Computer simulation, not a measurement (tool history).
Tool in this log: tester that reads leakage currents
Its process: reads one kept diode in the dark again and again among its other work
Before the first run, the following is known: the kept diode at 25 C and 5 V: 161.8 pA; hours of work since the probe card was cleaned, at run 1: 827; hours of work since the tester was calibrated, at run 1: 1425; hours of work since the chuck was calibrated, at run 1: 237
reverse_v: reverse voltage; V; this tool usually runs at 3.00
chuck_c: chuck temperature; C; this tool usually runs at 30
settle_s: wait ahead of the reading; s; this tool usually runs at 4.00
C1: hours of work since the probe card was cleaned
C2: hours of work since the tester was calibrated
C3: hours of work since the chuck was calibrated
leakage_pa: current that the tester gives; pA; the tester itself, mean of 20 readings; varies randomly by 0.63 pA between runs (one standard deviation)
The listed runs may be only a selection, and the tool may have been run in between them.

Run 1, day 0.000: usual settings; C1 827; C2 1425; C3 237. Result: leakage_pa 213.41 pA.
Run 2, day 5.675: usual settings; C1 917; C2 1515; C3 327. Result: leakage_pa 213.42 pA.
Run 3, day 11.192: usual settings but settle_s 0.58 s; C1 1004; C2 1602; C3 414. Result: leakage_pa 215.56 pA.
Run 4, day 17.521: usual settings but settle_s 0.58 s; C1 1103; C2 1701; C3 513. Result: leakage_pa 217.03 pA.
Run 5, day 20.367: usual settings but reverse_v 3.10 V, settle_s 0.58 s; C1 1148; C2 1746; C3 558. Result: leakage_pa 221.81 pA.
Run 6, day 23.908: usual settings; C1 1204; C2 1802; C3 614. Result: leakage_pa 216.86 pA.
Run 7, day 28.458: usual settings; C1 1276; C2 1874; C3 686. Result: leakage_pa 218.70 pA.
Run 8, day 33.758: usual settings; C1 1359; C2 1957; C3 769. Result: leakage_pa 218.83 pA.
Run 9, day 39.500: usual settings; C1 1450; C2 2048; C3 860. Result: leakage_pa 220.67 pA.
Run 10, day 45.267: usual settings; C1 1541; C2 2138; C3 951. Result: leakage_pa 222.17 pA.
At day 45.929: probe card cleaned and baked.
Run 11, day 49.850: usual settings; C1 62; C2 2209; C3 1021. Result: leakage_pa 222.23 pA.
Run 12, day 52.521: usual settings; C1 104; C2 2251; C3 1063. Result: leakage_pa 221.50 pA.
Run 13, day 57.733: usual settings but reverse_v 12.43 V; C1 186; C2 2333; C3 1145. Result: leakage_pa 365.09 pA.
Run 14, day 63.483: usual settings but reverse_v 5.02 V, chuck_c 28 C, settle_s 8.89 s; C1 277; C2 2424; C3 1236. Result: leakage_pa 227.06 pA.
Run 15, day 66.192: usual settings but reverse_v 5.02 V, chuck_c 28 C, settle_s 8.89 s; C1 319; C2 2466; C3 1278. Result: leakage_pa 227.14 pA.
Run 16, day 70.733: usual settings but reverse_v 5.02 V, chuck_c 28 C, settle_s 8.89 s; C1 391; C2 2538; C3 1350. Result: leakage_pa 228.26 pA.
Run 17, day 73.333: usual settings but reverse_v 1.21 V, chuck_c 50 C, settle_s 0.80 s; C1 432; C2 2579; C3 1391. Result: leakage_pa 791.66 pA.
Run 18, day 78.504: usual settings but reverse_v 7.82 V, chuck_c 40 C, settle_s 0.82 s; C1 513; C2 2660; C3 1472. Result: leakage_pa 710.33 pA.
Run 19, day 84.342: usual settings but chuck_c 39 C; C1 605; C2 2752; C3 1564. Result: leakage_pa 472.95 pA.
Run 20, day 87.596: usual settings but chuck_c 53 C, settle_s 7.33 s; C1 657; C2 2803; C3 1616. Result: leakage_pa 1359.97 pA.
Run 21, day 91.879: usual settings but settle_s 5.07 s; C1 724; C2 2871; C3 1683. Result: leakage_pa 230.07 pA.

Alternative continuations, all from the tool just after run 21; predict every row:
At day 92.383: chuck's temperature calibrated.
Run A, day 94.588: usual settings but reverse_v 9.40 V, chuck_c 39 C, settle_s 0.62 s; C1 765; C2 2912; C3 35. Result: leakage_pa ?.
At day 92.383: chuck's temperature calibrated.
Run B, day 94.588: usual settings but reverse_v 1.43 V, chuck_c 32 C, settle_s 0.49 s; C1 765; C2 2912; C3 35. Result: leakage_pa ?.
At day 92.383: chuck's temperature calibrated.
Run C, day 94.588: usual settings but reverse_v 2.68 V, chuck_c 29 C, settle_s 2.02 s; C1 765; C2 2912; C3 35. Result: leakage_pa ?.
At day 92.383: chuck's temperature calibrated.
Run D, day 94.588: usual settings; C1 765; C2 2912; C3 35. Result: leakage_pa ?.

run  leakage_pa
  A      654.27
  B      193.51
  C      185.72
  D      211.64
Without the tool's hidden state the same runs would have given:
run  leakage_pa
  A      647.29
  B      191.59
  C      183.73
  D      209.37
